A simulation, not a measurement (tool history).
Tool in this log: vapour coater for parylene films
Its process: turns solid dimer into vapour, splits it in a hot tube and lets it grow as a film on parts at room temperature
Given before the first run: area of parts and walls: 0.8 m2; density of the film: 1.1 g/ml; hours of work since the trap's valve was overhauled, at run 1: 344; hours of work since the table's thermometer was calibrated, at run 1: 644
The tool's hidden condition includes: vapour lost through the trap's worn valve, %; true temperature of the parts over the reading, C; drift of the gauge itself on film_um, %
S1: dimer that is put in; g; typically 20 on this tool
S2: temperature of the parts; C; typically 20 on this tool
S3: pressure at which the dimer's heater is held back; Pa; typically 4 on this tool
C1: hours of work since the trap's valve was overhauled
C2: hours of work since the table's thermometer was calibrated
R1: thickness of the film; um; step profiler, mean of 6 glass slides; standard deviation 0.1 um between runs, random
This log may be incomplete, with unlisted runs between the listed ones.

| run | hour | S1 | S2 | S3 | C1 | C2 | R1 |
|---|---|---|---|---|---|---|---|
| 1 | 0 | 20 | 20 | 4 | 344 | 644 | 11.75 |
| 2 | 40.5 | 15 | 20 | 4 | 373 | 673 | 8.78 |
| 3 | 78.4 | 15 | 20 | 4 | 400 | 700 | 8.61 |
| 4 | 116.3 | 14 | 20 | 4 | 427 | 727 | 8.15 |
| 5 | 150.4 | 20 | 20 | 4 | 451 | 752 | 11.49 |
| 6 | 197.7 | 20 | 20 | 4 | 485 | 786 | 11.56 |
| 7 | 230.1 | 20 | 20 | 4 | 509 | 809 | 11.32 |
| 8 | 256.6 | 20 | 20 | 4 | 528 | 828 | 11.19 |
| 9 | 301.2 | 20 | 21 | 4 | 560 | 860 | 10.82 |
|  | 307.4 | trap's valve overhauled |
| 10 | 336.2 | 20 | 20 | 9.37 | 21 | 882 | 9.07 |
| 11 | 381.3 | 20 | 20 | 4.95 | 53 | 914 | 9.95 |
| 12 | 408.5 | 20 | 20 | 4.95 | 72 | 934 | 9.95 |
| 13 | 453.3 | 20 | 18 | 7.66 | 105 | 966 | 10.03 |
|  | 460 | trap's valve overhauled, once more |
| 14 | 479.8 | 30 | 16 | 7.66 | 14 | 982 | 19.72 |
| 15 | 507.2 | 30 | 16 | 7.66 | 34 | 1002 | 20.14 |
| 16 | 550.3 | 20 | 20 | 11.47 | 65 | 1033 | 10.26 |
| 17 | 576.2 | 20 | 20 | 11.47 | 83 | 1051 | 10.11 |
| 18 | 618.4 | 9 | 17 | 11.5 | 113 | 1081 | 5.25 |
| 19 | 639.8 | 28 | 20 | 7.61 | 129 | 1097 | 15.26 |
| 20 | 670 | 27 | 20 | 6.1 | 150 | 1118 | 15.2 |
| 21 | 710 | 35 | 20 | 4 | 179 | 1147 | 21.55 |
| 22 | 752 | 35 | 20 | 4 | 209 | 1177 | 21.49 |
| 23 | 787.2 | 30 | 15 | 4 | 234 | 1202 | 22.85 |
| 24 | 822.2 | 30 | 12 | 9.99 | 260 | 1227 | 21.99 |

What if the next run were any one of these 3? Each begins from the tool's condition after run 24:
| A | 865.3 | 20 | 14 | 4.14 | 290 | 1258 | ? |
| B | 865.3 | 26 | 14 | 11.32 | 290 | 1258 | ? |
| C | 865.3 | 12 | 13 | 2.22 | 290 | 1258 | ? |

| run | R1 |
|---|---|
| A | 15.81 |
| B | 16.55 |
| C | 11.12 |
Without the tool's hidden state the same runs would have given:
| run | R1 |
|---|---|
| A | 16.18 |
| B | 16.94 |
| C | 11.39 |
